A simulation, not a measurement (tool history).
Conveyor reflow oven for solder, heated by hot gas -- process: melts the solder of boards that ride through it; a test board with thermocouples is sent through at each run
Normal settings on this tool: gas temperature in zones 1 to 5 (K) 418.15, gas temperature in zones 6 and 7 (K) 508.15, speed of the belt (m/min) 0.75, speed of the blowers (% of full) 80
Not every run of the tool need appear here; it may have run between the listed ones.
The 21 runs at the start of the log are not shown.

run,day,gas temperature in zones 1 to 5 (K),gas temperature in zones 6 and 7 (K),speed of the belt (m/min),speed of the blowers (% of full),highest temperature of the board (K),time above the solder's melting point (s)
22,13.046,418.15,508.15,0.68,52,484.45,43
23,13.654,416.15,501.15,0.793,74,481.65,34.2
24,14.421,433.15,503.15,0.837,52,476.95,32.8
25,14.975,433.15,503.15,0.662,52,485.25,51.9
26,15.312,431.15,501.15,0.879,60,476.15,30.5
27,15.942,418.15,514.15,0.75,86,496.45,47
28,16.696,404.15,500.15,0.638,71,483.15,42.3
29,17.358,406.15,504.15,0.652,53,480.25,38.3

What does the tool deliver on the next run?
30,17.917,424.15,514.15,0.75,80,?,?

highest temperature of the board (K): 495.85
time above the solder's melting point (s): 48.3
The same run, on a tool lacking any hidden state, would have yielded highest temperature of the board (K) 496.25, time above the solder's melting point (s) 48.1.
